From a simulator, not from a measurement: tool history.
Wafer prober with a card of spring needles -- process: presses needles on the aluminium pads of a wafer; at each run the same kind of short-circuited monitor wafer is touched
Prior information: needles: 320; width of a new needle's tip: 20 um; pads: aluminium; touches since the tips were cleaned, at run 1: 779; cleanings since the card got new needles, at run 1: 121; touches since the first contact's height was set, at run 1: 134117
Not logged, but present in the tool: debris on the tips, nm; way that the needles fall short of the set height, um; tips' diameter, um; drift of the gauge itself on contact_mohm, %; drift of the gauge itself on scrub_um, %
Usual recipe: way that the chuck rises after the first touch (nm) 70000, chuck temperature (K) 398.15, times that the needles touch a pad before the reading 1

| run | hour | way that the chuck rises after the first touch (nm) | chuck temperature (K) | times that the needles touch a pad before the reading | touches since the tips were cleaned | cleanings since the card got new needles | touches since the first contact's height was set | resistance of one needle with its contact and lead (mohm) | way that a needle slides on the pad (nm) |
|---|---|---|---|---|---|---|---|---|---|
| 1 | 0 | 70000 | 398.15 | 1 | 779 | 121 | 134117 | 126 | 18460 |
|  | 7.4 | tips cleaned on abrasive film |
|  | 17.4 | tips cleaned on abrasive film |
| 2 | 25.2 | 70000 | 398.15 | 1 | 5655 | 123 | 152196 | 124 | 18470 |
|  | 27.4 | tips cleaned on abrasive film |
|  | 36.7 | tips cleaned on abrasive film |
| 3 | 42.9 | 70000 | 398.15 | 1 | 4489 | 125 | 164875 | 126 | 18430 |
|  | 47 | tips cleaned on abrasive film |
|  | 52.8 | height of the first contact set anew |
|  | 56.6 | tips cleaned on abrasive film |
|  | 65.7 | tips cleaned on abrasive film |
| 4 | 65.7 | 70000 | 352.15 | 1 | 0 | 128 | 9131 | 120 | 18460 |
|  | 74.7 | tips cleaned on abrasive film |
|  | 84.5 | tips cleaned on abrasive film |
| 5 | 87.7 | 70000 | 313.15 | 1 | 2301 | 130 | 24918 | 116 | 18470 |
|  | 93.3 | tips cleaned on abrasive film |
| 6 | 100.8 | 70000 | 398.15 | 1 | 5417 | 131 | 34299 | 123 | 18470 |
|  | 102.8 | tips cleaned on abrasive film |
|  | 113.3 | tips cleaned on abrasive film |
|  | 123.2 | tips cleaned on abrasive film |
| 7 | 128.4 | 70000 | 336.15 | 1 | 3751 | 134 | 54055 | 117 | 18440 |
|  | 132 | tips cleaned on abrasive film |
|  | 141.3 | tips cleaned on abrasive film |
|  | 150.4 | tips cleaned on abrasive film |
| 8 | 153.4 | 70000 | 386.15 | 1 | 2172 | 137 | 71916 | 124 | 18450 |
|  | 159.7 | tips cleaned on abrasive film |
|  | 168.2 | tips cleaned on abrasive film |
|  | 177.4 | tips cleaned on abrasive film |
| 9 | 178.6 | 70000 | 398.15 | 1 | 894 | 140 | 89940 | 125 | 18480 |
|  | 186.4 | tips cleaned on abrasive film |
|  | 196.2 | tips cleaned on abrasive film |
|  | 205.5 | tips cleaned on abrasive film |
| 10 | 205.5 | 70000 | 398.15 | 1 | 0 | 143 | 109148 | 127 | 18410 |
|  | 215.5 | tips cleaned on abrasive film |
| 11 | 219.1 | 70000 | 398.15 | 1 | 2635 | 144 | 118949 | 126 | 18450 |
|  | 225.2 | tips cleaned on abrasive film |
|  | 234.8 | tips cleaned on abrasive film |
| 12 | 236.1 | 70000 | 398.15 | 1 | 878 | 146 | 131040 | 126 | 18400 |
|  | 244.5 | tips cleaned on abrasive film |
|  | 253.7 | tips cleaned on abrasive film |
| 13 | 258.5 | 70000 | 398.15 | 1 | 3431 | 148 | 147113 | 126 | 18490 |
|  | 263.2 | tips cleaned on abrasive film |
|  | 272.1 | tips cleaned on abrasive film |
|  | 281.8 | tips cleaned on abrasive film |
| 14 | 282.4 | 70000 | 398.15 | 1 | 382 | 151 | 164170 | 127 | 18440 |
|  | 292.2 | tips cleaned on abrasive film |
|  | 292.5 | height of the first contact set anew |
|  | 302.1 | tips cleaned on abrasive film |
| 15 | 303.8 | 70000 | 398.15 | 1 | 1231 | 153 | 8087 | 123 | 18450 |
|  | 311 | tips cleaned on abrasive film |
|  | 320.3 | tips cleaned on abrasive film |
| 16 | 327 | 70000 | 398.15 | 2 | 4809 | 155 | 24732 | 127 | 18480 |
|  | 329.7 | tips cleaned on abrasive film |
|  | 338.9 | tips cleaned on abrasive film |
| 17 | 343.5 | 85000 | 398.15 | 2 | 3265 | 157 | 36502 | 125 | 22400 |
|  | 347.9 | tips cleaned on abrasive film |
|  | 357.8 | tips cleaned on abrasive film |
| 18 | 360.9 | 70000 | 300.15 | 1 | 2243 | 159 | 48978 | 110 | 18450 |
|  | 367.7 | tips cleaned on abrasive film |
| 19 | 373.1 | 61000 | 398.15 | 2 | 3942 | 160 | 57738 | 128 | 16090 |
|  | 377.3 | tips cleaned on abrasive film |
|  | 386.5 | tips cleaned on abrasive film |
|  | 395 | tips cleaned on abrasive film |
| 20 | 396.1 | 65000 | 398.15 | 1 | 804 | 163 | 74146 | 127 | 17180 |
|  | 404.7 | tips cleaned on abrasive film |
|  | 414.6 | tips cleaned on abrasive film |
| 21 | 416.7 | 64000 | 384.15 | 2 | 1544 | 165 | 88903 | 125 | 16880 |
|  | 424 | tips cleaned on abrasive film |
|  | 434.2 | tips cleaned on abrasive film |
| 22 | 436.6 | 64000 | 384.15 | 2 | 1697 | 167 | 103126 | 127 | 16840 |
|  | 443.4 | tips cleaned on abrasive film |
| 23 | 449.1 | 64000 | 384.15 | 2 | 4179 | 168 | 112128 | 125 | 16860 |
|  | 452.7 | tips cleaned on abrasive film |
|  | 462.5 | tips cleaned on abrasive film |
| 24 | 470.7 | 64000 | 384.15 | 2 | 5949 | 170 | 127598 | 128 | 16890 |
|  | 472.9 | tips cleaned on abrasive film |
|  | 483.2 | tips cleaned on abrasive film |
| 25 | 484.2 | 89000 | 329.15 | 2 | 690 | 172 | 137149 | 115 | 23520 |
|  | 492.1 | tips cleaned on abrasive film |
|  | 504.1 | card fitted with new needles |
|  | 513.4 | tips cleaned on abrasive film |
|  | 522.4 | tips cleaned on abrasive film |
| 26 | 522.4 | 89000 | 329.15 | 2 | 0 | 2 | 13083 | 116 | 23430 |
|  | 532.3 | tips cleaned on abrasive film |
| 27 | 535.3 | 70000 | 313.15 | 2 | 2154 | 3 | 22356 | 116 | 18480 |
|  | 542.5 | tips cleaned on abrasive film |
|  | 552 | tips cleaned on abrasive film |
| 28 | 552.5 | 70000 | 310.15 | 1 | 369 | 5 | 34641 | 116 | 18470 |
|  | 560.9 | tips cleaned on abrasive film |
|  | 570.1 | tips cleaned on abrasive film |
| 29 | 574.6 | 74000 | 369.15 | 2 | 3281 | 7 | 50533 | 122 | 19510 |

Here are 5 independent what-if runs from the current tool condition. What would each one return?
|  | 580.2 | tips cleaned on abrasive film |
|  | 589 | tips cleaned on abrasive film |
| A | 589 | 68000 | 332.15 | 1 | 0 | 9 | 60733 | ? | ? |
|  | 580.2 | tips cleaned on abrasive film |
|  | 589 | tips cleaned on abrasive film |
| B | 589 | 74000 | 393.15 | 2 | 0 | 9 | 60733 | ? | ? |
|  | 580.2 | tips cleaned on abrasive film |
|  | 589 | tips cleaned on abrasive film |
| C | 589 | 78000 | 398.15 | 1 | 0 | 9 | 60733 | ? | ? |
|  | 580.2 | tips cleaned on abrasive film |
|  | 589 | tips cleaned on abrasive film |
| D | 589 | 62000 | 302.15 | 1 | 0 | 9 | 60733 | ? | ? |
|  | 580.2 | tips cleaned on abrasive film |
|  | 589 | tips cleaned on abrasive film |
| E | 589 | 74000 | 369.15 | 3 | 0 | 9 | 60733 | ? | ? |

| run | resistance of one needle with its contact and lead (mohm) | way that a needle slides on the pad (nm) |
|---|---|---|
| A | 118 | 17970 |
| B | 126 | 19470 |
| C | 125 | 20570 |
| D | 113 | 16370 |
| E | 124 | 19540 |
Stripped of hidden state, with their random variation kept, the same runs would have yielded:
| run | resistance of one needle with its contact and lead (mohm) | way that a needle slides on the pad (nm) |
|---|---|---|
| A | 118 | 17970 |
| B | 126 | 19480 |
| C | 125 | 20570 |
| D | 113 | 16370 |
| E | 124 | 19540 |

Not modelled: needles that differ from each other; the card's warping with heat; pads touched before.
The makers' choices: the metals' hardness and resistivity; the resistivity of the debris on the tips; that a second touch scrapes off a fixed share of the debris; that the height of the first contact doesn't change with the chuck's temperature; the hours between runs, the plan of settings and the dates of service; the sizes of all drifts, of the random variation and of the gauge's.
